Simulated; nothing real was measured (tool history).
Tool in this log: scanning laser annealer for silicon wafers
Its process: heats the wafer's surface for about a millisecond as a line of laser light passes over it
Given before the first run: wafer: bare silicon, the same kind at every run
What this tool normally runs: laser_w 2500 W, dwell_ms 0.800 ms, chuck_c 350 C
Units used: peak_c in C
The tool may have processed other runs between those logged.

{"run": 1, "hour": 0.0, "laser_w": 2500, "dwell_ms": 0.8, "chuck_c": 350, "peak_c": 1108}
{"hour": 36.5, "done": "window over the wafer cleaned"}
{"run": 2, "hour": 58.8, "laser_w": 2500, "dwell_ms": 0.732, "chuck_c": 350, "peak_c": 1110}
{"run": 3, "hour": 105.9, "laser_w": 2500, "dwell_ms": 0.732, "chuck_c": 350, "peak_c": 1109}
{"run": 4, "hour": 146.4, "laser_w": 2500, "dwell_ms": 0.732, "chuck_c": 349, "peak_c": 1108}
{"run": 5, "hour": 174.7, "laser_w": 2500, "dwell_ms": 0.917, "chuck_c": 350, "peak_c": 1203}
{"hour": 212.2, "done": "optics aligned, line set to its width"}
{"run": 6, "hour": 237.5, "laser_w": 2500, "dwell_ms": 0.917, "chuck_c": 350, "peak_c": 1214}
{"run": 7, "hour": 281.1, "laser_w": 2500, "dwell_ms": 0.917, "chuck_c": 350, "peak_c": 1205}
{"run": 8, "hour": 332.4, "laser_w": 2500, "dwell_ms": 0.917, "chuck_c": 350, "peak_c": 1206}
{"run": 9, "hour": 368.0, "laser_w": 2500, "dwell_ms": 0.8, "chuck_c": 376, "peak_c": 1174}
{"run": 10, "hour": 425.2, "laser_w": 2500, "dwell_ms": 0.8, "chuck_c": 376, "peak_c": 1167}
{"run": 11, "hour": 452.2, "laser_w": 2500, "dwell_ms": 0.8, "chuck_c": 376, "peak_c": 1173}
{"run": 12, "hour": 487.1, "laser_w": 2500, "dwell_ms": 0.8, "chuck_c": 376, "peak_c": 1170}
{"run": 13, "hour": 551.9, "laser_w": 2385, "dwell_ms": 0.8, "chuck_c": 350, "peak_c": 1098}
{"run": 14, "hour": 597.8, "laser_w": 2385, "dwell_ms": 0.645, "chuck_c": 350, "peak_c": 1016}
{"run": 15, "hour": 640.3, "laser_w": 2318, "dwell_ms": 0.8, "chuck_c": 350, "peak_c": 1069}
{"run": 16, "hour": 702.7, "laser_w": 2318, "dwell_ms": 0.8, "chuck_c": 350, "peak_c": 1069}
{"run": 17, "hour": 733.8, "laser_w": 2318, "dwell_ms": 0.8, "chuck_c": 350, "peak_c": 1066}
{"run": 18, "hour": 762.3, "laser_w": 2318, "dwell_ms": 0.8, "chuck_c": 350, "peak_c": 1065}
{"run": 19, "hour": 804.9, "laser_w": 2181, "dwell_ms": 0.8, "chuck_c": 350, "peak_c": 1011}
{"run": 20, "hour": 839.9, "laser_w": 2181, "dwell_ms": 0.8, "chuck_c": 350, "peak_c": 1013}
{"run": 21, "hour": 874.7, "laser_w": 2181, "dwell_ms": 0.8, "chuck_c": 350, "peak_c": 1011}
{"run": 22, "hour": 905.4, "laser_w": 2181, "dwell_ms": 0.8, "chuck_c": 350, "peak_c": 1010}
{"run": 23, "hour": 942.5, "laser_w": 2181, "dwell_ms": 0.8, "chuck_c": 350, "peak_c": 1011}
{"run": 24, "hour": 1006.1, "laser_w": 2181, "dwell_ms": 0.8, "chuck_c": 350, "peak_c": 1009}
{"run": 25, "hour": 1049.0, "laser_w": 2195, "dwell_ms": 0.8, "chuck_c": 340, "peak_c": 1002}
{"run": 26, "hour": 1113.0, "laser_w": 2195, "dwell_ms": 0.8, "chuck_c": 340, "peak_c": 997}
{"run": 27, "hour": 1149.8, "laser_w": 2616, "dwell_ms": 0.784, "chuck_c": 340, "peak_c": 1156}
{"run": 28, "hour": 1210.6, "laser_w": 2616, "dwell_ms": 0.784, "chuck_c": 340, "peak_c": 1151}
{"run": 29, "hour": 1254.0, "laser_w": 2616, "dwell_ms": 0.846, "chuck_c": 356, "peak_c": 1201}
{"run": 30, "hour": 1282.8, "laser_w": 2635, "dwell_ms": 0.997, "chuck_c": 330, "peak_c": 1255}
{"run": 31, "hour": 1334.0, "laser_w": 2250, "dwell_ms": 0.734, "chuck_c": 357, "peak_c": 1007}
{"run": 32, "hour": 1393.6, "laser_w": 2500, "dwell_ms": 0.763, "chuck_c": 365, "peak_c": 1118}
{"run": 33, "hour": 1424.6, "laser_w": 2500, "dwell_ms": 0.677, "chuck_c": 351, "peak_c": 1060}
{"run": 34, "hour": 1464.8, "laser_w": 2500, "dwell_ms": 0.732, "chuck_c": 366, "peak_c": 1102}
{"run": 35, "hour": 1517.7, "laser_w": 2499, "dwell_ms": 0.819, "chuck_c": 343, "peak_c": 1116}
{"run": 36, "hour": 1558.0, "laser_w": 2500, "dwell_ms": 0.801, "chuck_c": 350, "peak_c": 1117}
{"run": 37, "hour": 1589.3, "laser_w": 2500, "dwell_ms": 0.618, "chuck_c": 350, "peak_c": 1022}
{"run": 38, "hour": 1654.2, "laser_w": 2500, "dwell_ms": 0.618, "chuck_c": 350, "peak_c": 1018}
{"run": 39, "hour": 1712.6, "laser_w": 2365, "dwell_ms": 0.723, "chuck_c": 323, "peak_c": 997}
{"run": 40, "hour": 1778.5, "laser_w": 2252, "dwell_ms": 0.723, "chuck_c": 323, "peak_c": 959}
{"hour": 1825.8, "done": "window over the wafer cleaned"}
{"run": 41, "hour": 1825.8, "laser_w": 2184, "dwell_ms": 0.8, "chuck_c": 350, "peak_c": 1029}

Predict each of these 4 candidate next runs independently; none follows another, all start after run 41:
{"run": "A", "hour": 1890.4, "laser_w": 2377, "dwell_ms": 0.586, "chuck_c": 377, "peak_c": "?"}
{"run": "B", "hour": 1890.4, "laser_w": 2184, "dwell_ms": 0.991, "chuck_c": 339, "peak_c": "?"}
{"run": "C", "hour": 1890.4, "laser_w": 2248, "dwell_ms": 0.8, "chuck_c": 346, "peak_c": "?"}
{"run": "D", "hour": 1890.4, "laser_w": 2184, "dwell_ms": 0.8, "chuck_c": 374, "peak_c": "?"}

run=A peak_c=1022
run=B peak_c=1101
run=C peak_c=1055
run=D peak_c=1056
Stripped of hidden state, with their random variation kept, the same runs would have yielded:
run=A peak_c=1019
run=B peak_c=1097
run=C peak_c=1052
run=D peak_c=1053
